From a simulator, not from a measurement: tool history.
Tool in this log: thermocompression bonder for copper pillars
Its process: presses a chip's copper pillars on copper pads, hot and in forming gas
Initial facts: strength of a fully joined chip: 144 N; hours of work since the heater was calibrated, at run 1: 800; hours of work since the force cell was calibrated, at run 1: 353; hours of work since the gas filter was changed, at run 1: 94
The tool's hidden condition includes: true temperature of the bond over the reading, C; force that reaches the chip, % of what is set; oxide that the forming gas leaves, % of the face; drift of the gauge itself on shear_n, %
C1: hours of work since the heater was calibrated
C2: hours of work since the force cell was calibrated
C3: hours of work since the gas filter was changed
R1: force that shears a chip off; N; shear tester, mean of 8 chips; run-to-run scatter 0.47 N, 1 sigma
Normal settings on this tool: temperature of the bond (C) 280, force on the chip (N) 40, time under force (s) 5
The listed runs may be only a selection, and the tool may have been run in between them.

run 1 hour=0.0 | temperature_of_the_bond_(C)=280 force_on_the_chip_(N)=40 time_under_force_(s)=5 | C1=800 C2=353 C3=94 | R1=56.4
-- hour=43.6 forming gas filter changed
run 2 hour=55.2 | temperature_of_the_bond_(C)=280 force_on_the_chip_(N)=40 time_under_force_(s)=7 | C1=842 C2=395 C3=9 | R1=68.0
run 3 hour=90.7 | temperature_of_the_bond_(C)=280 force_on_the_chip_(N)=31 time_under_force_(s)=5 | C1=869 C2=422 C3=36 | R1=52.7
run 4 hour=140.0 | temperature_of_the_bond_(C)=280 force_on_the_chip_(N)=31 time_under_force_(s)=5 | C1=907 C2=460 C3=74 | R1=50.7
run 5 hour=182.7 | temperature_of_the_bond_(C)=280 force_on_the_chip_(N)=31 time_under_force_(s)=5 | C1=940 C2=493 C3=107 | R1=50.4
-- hour=210.1 forming gas filter changed
run 6 hour=227.8 | temperature_of_the_bond_(C)=280 force_on_the_chip_(N)=31 time_under_force_(s)=5 | C1=974 C2=527 C3=14 | R1=52.8
run 7 hour=273.1 | temperature_of_the_bond_(C)=280 force_on_the_chip_(N)=31 time_under_force_(s)=10 | C1=1009 C2=562 C3=48 | R1=67.5
run 8 hour=340.5 | temperature_of_the_bond_(C)=280 force_on_the_chip_(N)=40 time_under_force_(s)=3 | C1=1061 C2=614 C3=100 | R1=47.5
-- hour=352.0 heater calibrated with a thermocouple chip
-- hour=379.1 forming gas filter changed
run 9 hour=409.0 | temperature_of_the_bond_(C)=280 force_on_the_chip_(N)=40 time_under_force_(s)=3 | C1=43 C2=664 C3=23 | R1=52.2
run 10 hour=466.2 | temperature_of_the_bond_(C)=280 force_on_the_chip_(N)=40 time_under_force_(s)=3 | C1=87 C2=708 C3=67 | R1=52.0
run 11 hour=510.0 | temperature_of_the_bond_(C)=280 force_on_the_chip_(N)=40 time_under_force_(s)=3 | C1=121 C2=742 C3=101 | R1=51.1
-- hour=545.8 forming gas filter changed
run 12 hour=557.5 | temperature_of_the_bond_(C)=280 force_on_the_chip_(N)=40 time_under_force_(s)=3 | C1=157 C2=778 C3=9 | R1=53.4
-- hour=580.5 heater calibrated with a thermocouple chip, once more
run 13 hour=602.9 | temperature_of_the_bond_(C)=280 force_on_the_chip_(N)=40 time_under_force_(s)=3 | C1=17 C2=811 C3=42 | R1=43.4
run 14 hour=634.9 | temperature_of_the_bond_(C)=290 force_on_the_chip_(N)=40 time_under_force_(s)=10 | C1=42 C2=836 C3=67 | R1=74.3
run 15 hour=662.5 | temperature_of_the_bond_(C)=254 force_on_the_chip_(N)=40 time_under_force_(s)=9 | C1=63 C2=857 C3=88 | R1=47.0
-- hour=713.7 forming gas filter changed
run 16 hour=724.2 | temperature_of_the_bond_(C)=254 force_on_the_chip_(N)=40 time_under_force_(s)=9 | C1=110 C2=904 C3=8 | R1=49.5

For run 17, what comes out?
run 17 hour=757.4 | temperature_of_the_bond_(C)=254 force_on_the_chip_(N)=40 time_under_force_(s)=9 | C1=135 C2=929 C3=34 | R1=?

R1: 49.5 N
Take away the tool's hidden state, keep the run-to-run variation as it was, and the same run would have given R1 50.9 N.
